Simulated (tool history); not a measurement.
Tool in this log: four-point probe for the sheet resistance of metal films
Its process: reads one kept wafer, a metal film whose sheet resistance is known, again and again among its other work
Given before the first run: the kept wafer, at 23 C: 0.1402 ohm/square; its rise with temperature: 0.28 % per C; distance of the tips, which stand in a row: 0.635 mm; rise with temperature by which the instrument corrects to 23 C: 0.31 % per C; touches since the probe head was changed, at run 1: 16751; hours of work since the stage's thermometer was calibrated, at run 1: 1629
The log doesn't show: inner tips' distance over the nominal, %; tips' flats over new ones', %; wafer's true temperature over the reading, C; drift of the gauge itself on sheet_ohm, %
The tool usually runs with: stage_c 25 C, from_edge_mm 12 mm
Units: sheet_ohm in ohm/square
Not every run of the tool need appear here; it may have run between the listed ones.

run,hour,stage_c,from_edge_mm,touches since the probe head was changed,hours of work since the stage's thermometer was calibrated,sheet_ohm
1,0.0,25,12,16751,1629,0.140798
2,41.2,25,12,17973,1646,0.140885
3,67.7,25,12,18761,1657,0.140804
4,107.3,25,12,19937,1673,0.140784
5,142.3,25,41,20975,1687,0.140599
6,175.5,25,12,21962,1700,0.140758
7,218.0,25,12,23222,1717,0.140709
8,246.8,25,12,24077,1729,0.140789
9,270.3,25,12,24774,1738,0.140750
10,309.8,25,12,25947,1754,0.140785
11,346.3,25,12,27031,1769,0.140712
12,388.0,25,12,28268,1786,0.140716
13,425.4,25,3,29378,1801,0.143877
14,454.5,25,3,30244,1812,0.143876
15,496.7,25,3,31496,1829,0.143811
16,517.6,25,3,32118,1838,0.143761
17,550.7,25,3,33099,1851,0.143773
18,587.5,25,3,34191,1866,0.143792
# hour 607.0: stage's thermometer calibrated
19,630.9,25,12,35465,10,0.140516
20,664.2,25,12,36453,23,0.140531
21,696.4,25,12,37410,36,0.140487
22,718.1,25,12,38054,45,0.140518
23,751.2,20,17,39037,58,0.140612
24,789.6,20,7,40176,74,0.141120
25,829.5,20,7,41362,90,0.141114
26,858.9,30,7,42233,101,0.140715
27,888.5,23,13,43112,113,0.140507
28,928.2,34,12,44291,129,0.140065
29,947.0,22,13,44848,137,0.140588
30,979.3,22,13,45807,150,0.140546
31,1015.7,24,6,46889,165,0.141114
32,1046.5,18,12,47801,177,0.140729
33,1080.7,21,8,48819,191,0.140903
34,1108.1,27,9,49630,202,0.140515
35,1131.3,30,14,50320,211,0.140162
36,1172.5,30,14,51543,228,0.140185
37,1212.1,30,14,52719,244,0.140172
38,1240.0,21,44,53547,255,0.140379
39,1271.2,20,4,54474,268,0.142275
40,1311.5,32,21,55671,284,0.139892
41,1330.4,32,21,56231,292,0.139976
42,1372.3,35,48,57474,308,0.139762
43,1405.9,23,6,58473,322,0.141104
44,1438.9,27,21,59451,335,0.140174

For some of the steps in sheet_ohm from one run to the next: how much would appear even if the tool had no hidden state, given the settings, what came in and random variation, and how much remains for the hidden state plus any gauge scatter that the measured result and the result without hidden state don't share?
Run 12 -> 13: from_edge_mm 12 -> 3. sheet_ohm +0.003161 ohm/square: hidden state +0.000002, all else +0.003159.
Run 18 -> 19: from_edge_mm 3 -> 12, stage's thermometer calibrated. sheet_ohm -0.003276 ohm/square: hidden state -0.000168, all else -0.003108.
Run 36 -> 37: no setting touched and nothing written in the log between the runs. sheet_ohm -0.000013 ohm/square: hidden state -0.000010, all else -0.000003.
Run 39 -> 40: stage_c 20 -> 32, from_edge_mm 4 -> 21. sheet_ohm -0.002383 ohm/square: hidden state -0.000012, all else -0.002371.
